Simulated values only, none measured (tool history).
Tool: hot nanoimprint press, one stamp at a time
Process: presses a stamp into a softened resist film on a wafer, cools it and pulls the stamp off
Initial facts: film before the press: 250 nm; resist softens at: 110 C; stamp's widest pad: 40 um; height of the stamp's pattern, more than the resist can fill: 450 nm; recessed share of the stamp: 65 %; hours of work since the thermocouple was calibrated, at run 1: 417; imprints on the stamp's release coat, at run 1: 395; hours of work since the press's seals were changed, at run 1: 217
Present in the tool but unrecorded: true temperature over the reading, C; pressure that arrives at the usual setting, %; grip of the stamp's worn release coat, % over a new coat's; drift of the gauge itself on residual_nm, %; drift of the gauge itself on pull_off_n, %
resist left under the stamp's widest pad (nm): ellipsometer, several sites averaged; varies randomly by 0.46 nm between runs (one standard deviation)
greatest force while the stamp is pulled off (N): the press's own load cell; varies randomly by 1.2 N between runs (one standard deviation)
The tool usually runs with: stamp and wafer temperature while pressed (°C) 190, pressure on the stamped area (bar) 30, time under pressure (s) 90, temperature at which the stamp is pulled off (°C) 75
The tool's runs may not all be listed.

| run | day | stamp and wafer temperature while pressed (°C) | pressure on the stamped area (bar) | time under pressure (s) | temperature at which the stamp is pulled off (°C) | hours of work since the thermocouple was calibrated | imprints on the stamp's release coat | hours of work since the press's seals were changed | resist left under the stamp's widest pad (nm) | greatest force while the stamp is pulled off (N) |
|---|---|---|---|---|---|---|---|---|---|---|
| 1 | 0 | 190 | 30 | 90 | 75 | 417 | 395 | 217 | 139.7 | 142 |
| 2 | 0.338 | 190 | 30 | 90 | 75 | 421 | 417 | 221 | 140 | 142 |
| 3 | 0.862 | 190 | 30 | 90 | 75 | 428 | 450 | 228 | 139.9 | 142 |
| 4 | 1.371 | 190 | 30 | 113 | 75 | 434 | 483 | 234 | 131 | 141 |
| 5 | 1.704 | 190 | 30 | 113 | 75 | 438 | 504 | 238 | 130.7 | 143 |
| 6 | 2.129 | 190 | 30 | 113 | 75 | 443 | 531 | 244 | 131 | 141 |
|  | 2.421 | stamp cleaned and given a new release coat |
| 7 | 2.642 | 190 | 30 | 113 | 75 | 446 | 14 | 247 | 130.4 | 140 |
| 8 | 2.929 | 190 | 30 | 90 | 67 | 450 | 32 | 250 | 139.5 | 147 |
| 9 | 3.367 | 190 | 30 | 70 | 67 | 455 | 60 | 256 | 150.1 | 148 |
| 10 | 3.838 | 190 | 30 | 90 | 75 | 461 | 90 | 262 | 139.7 | 140 |
| 11 | 4.346 | 190 | 30 | 90 | 75 | 468 | 122 | 268 | 139.5 | 143 |
| 12 | 4.758 | 190 | 30 | 110 | 75 | 473 | 149 | 273 | 130.3 | 139 |
| 13 | 5.067 | 191 | 30 | 110 | 75 | 476 | 168 | 277 | 127.8 | 141 |
| 14 | 5.3 | 191 | 30 | 110 | 75 | 479 | 183 | 280 | 127.5 | 143 |
| 15 | 5.775 | 191 | 30 | 110 | 75 | 485 | 213 | 286 | 127.8 | 141 |
| 16 | 6.217 | 191 | 30 | 110 | 75 | 491 | 241 | 291 | 128 | 141 |
| 17 | 6.658 | 191 | 30 | 110 | 75 | 496 | 270 | 296 | 127.6 | 140 |
| 18 | 7.092 | 190 | 25.8 | 90 | 69 | 501 | 297 | 302 | 148.5 | 144 |
| 19 | 7.346 | 180 | 41.7 | 50 | 68 | 505 | 313 | 305 | 172.2 | 148 |
| 20 | 7.733 | 200 | 41.7 | 50 | 68 | 509 | 338 | 310 | 116.6 | 147 |
| 21 | 7.95 | 190 | 33 | 90 | 75 | 512 | 352 | 312 | 131.9 | 142 |
| 22 | 8.271 | 196 | 33 | 90 | 67 | 516 | 372 | 316 | 117.1 | 149 |
| 23 | 8.754 | 190 | 37 | 59 | 80 | 522 | 403 | 322 | 141.4 | 135 |
| 24 | 9.258 | 192 | 31.7 | 45 | 74 | 528 | 435 | 329 | 158 | 144 |
| 25 | 9.479 | 180 | 20.4 | 104 | 75 | 531 | 449 | 331 | 185 | 143 |
| 26 | 9.742 | 190 | 25.2 | 60 | 75 | 534 | 466 | 334 | 166.2 | 142 |
| 27 | 9.967 | 199 | 25.1 | 72 | 83 | 537 | 480 | 337 | 134.8 | 135 |
| 28 | 10.354 | 195 | 19.7 | 72 | 83 | 542 | 505 | 342 | 160.6 | 131 |
| 29 | 10.567 | 195 | 40.5 | 58 | 83 | 544 | 519 | 345 | 123.7 | 134 |
|  | 11.042 | stamp cleaned and given a new release coat |
| 30 | 11.325 | 195 | 40.5 | 58 | 83 | 551 | 18 | 351 | 124.2 | 132 |

Forecast each of these 3 alternatives for the next run:
| A | 11.604 | 190 | 30 | 90 | 68 | 554 | 36 | 354 | ? | ? |
| B | 11.604 | 185 | 30 | 90 | 75 | 554 | 36 | 354 | ? | ? |
| C | 11.604 | 193 | 36.1 | 90 | 75 | 554 | 36 | 354 | ? | ? |

| run | resist left under the stamp's widest pad (nm) | greatest force while the stamp is pulled off (N) |
|---|---|---|
| A | 137.9 | 149 |
| B | 152 | 142 |
| C | 118.5 | 141 |
What these runs would have given with no unlogged condition in the tool:
| run | resist left under the stamp's widest pad (nm) | greatest force while the stamp is pulled off (N) |
|---|---|---|
| A | 140.9 | 149 |
| B | 155.3 | 142 |
| C | 121.1 | 141 |
